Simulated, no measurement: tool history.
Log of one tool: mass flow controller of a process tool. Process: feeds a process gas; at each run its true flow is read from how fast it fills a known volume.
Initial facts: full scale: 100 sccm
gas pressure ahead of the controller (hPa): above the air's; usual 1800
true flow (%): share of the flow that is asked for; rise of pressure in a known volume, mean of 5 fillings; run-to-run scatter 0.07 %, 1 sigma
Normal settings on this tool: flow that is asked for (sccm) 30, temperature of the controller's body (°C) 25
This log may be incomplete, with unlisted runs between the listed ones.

| run | day | flow that is asked for (sccm) | gas pressure ahead of the controller (hPa) | temperature of the controller's body (°C) | true flow (%) |
|---|---|---|---|---|---|
| 1 | 0 | 30 | 1800 | 25 | 97.86 |
| 2 | 2.883 | 30 | 1680 | 25 | 97.72 |
| 3 | 6.921 | 30 | 1680 | 25 | 97.7 |
| 4 | 8.688 | 30 | 1680 | 25 | 97.66 |
| 5 | 11.738 | 30 | 1680 | 25 | 97.51 |
| 6 | 15.262 | 30 | 1680 | 25 | 97.33 |
| 7 | 17.4 | 30 | 1680 | 25 | 97.36 |
| 8 | 21.258 | 30 | 1680 | 25 | 97.18 |
| 9 | 24.371 | 30 | 2150 | 39 | 96.07 |
| 10 | 26.783 | 72 | 2530 | 39 | 97.36 |
| 11 | 30.271 | 72 | 2530 | 39 | 97.24 |
| 12 | 32.596 | 72 | 2530 | 39 | 97.09 |

Consider 5 possible next runs. They are alternatives, not a sequence: every one starts from the tool as it was left by run 12. What does each give?
| A | 34.85 | 13 | 2760 | 28 | ? |
| B | 34.85 | 11 | 2530 | 24 | ? |
| C | 34.85 | 19 | 1600 | 24 | ? |
| D | 34.85 | 92 | 2230 | 25 | ? |
| E | 34.85 | 32 | 2530 | 39 | ? |

| run | true flow (%) |
|---|---|
| A | 96.56 |
| B | 97.01 |
| C | 96.76 |
| D | 99.02 |
| E | 95.97 |
With the hidden condition removed and each run's random variation left untouched, the same runs would have given:
| run | true flow (%) |
|---|---|
| A | 97.43 |
| B | 97.89 |
| C | 97.62 |
| D | 99.9 |
| E | 96.83 |

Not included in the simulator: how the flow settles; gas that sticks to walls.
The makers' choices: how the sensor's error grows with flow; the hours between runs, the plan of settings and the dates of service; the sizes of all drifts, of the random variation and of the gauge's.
